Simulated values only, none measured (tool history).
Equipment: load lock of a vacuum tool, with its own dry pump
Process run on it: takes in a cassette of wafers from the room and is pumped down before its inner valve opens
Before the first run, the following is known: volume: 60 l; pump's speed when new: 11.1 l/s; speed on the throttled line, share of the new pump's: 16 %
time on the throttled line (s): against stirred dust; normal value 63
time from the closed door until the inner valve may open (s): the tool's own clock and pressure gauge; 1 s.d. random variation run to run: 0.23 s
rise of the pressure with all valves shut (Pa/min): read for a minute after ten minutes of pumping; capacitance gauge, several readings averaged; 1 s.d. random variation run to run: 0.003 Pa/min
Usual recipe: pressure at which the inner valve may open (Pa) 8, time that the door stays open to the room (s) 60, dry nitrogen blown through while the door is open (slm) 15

run	hour	time on the throttled line (s)	pressure at which the inner valve may open (Pa)	time that the door stays open to the room (s)	dry nitrogen blown through while the door is open (slm)	incoming humidity of the room's air, %	time from the closed door until the inner valve may open (s)	rise of the pressure with all valves shut (Pa/min)
1	0.0	63	8	60	15	46.2	105.1	0.146
2	85.2	63	8	60	15	45.1	105.3	0.143
3	157.6	118	8	60	15	44.8	151.2	0.148
4	247.1	118	8	60	15	43.7	151.9	0.150
5	303.4	118	8	60	15	46.9	151.3	0.156
6	365.7	118	8	60	15	46.2	150.8	0.159
7	439.4	118	8	60	15	45.6	151.4	0.160
8	510.0	118	8	60	15	45.5	151.5	0.160
9	592.7	118	8	60	15	46.9	151.1	0.162
10	644.5	118	8	60	15	42.7	151.6	0.154
11	734.8	63	8	60	20	47.3	105.2	0.165
12	798.7	63	8	60	12	49.0	105.4	0.177
13	863.5	63	12	60	12	46.1	102.5	0.170
14	959.5	63	12	60	12	44.9	103.2	0.170
15	1008.8	63	12	60	12	44.3	103.3	0.174
16	1087.2	63	8	60	15	42.6	105.2	0.168

Forecast run 17:
17	1191.6	52	6	60	24	45.3	?	?

{"run 17": {"time from the closed door until the inner valve may open (s)": 98.1, "rise of the pressure with all valves shut (Pa/min)": 0.166}}
With the hidden condition absent and the run-to-run variation left alone, this run would have shown time from the closed door until the inner valve may open (s) 97.1, rise of the pressure with all valves shut (Pa/min) 0.022.
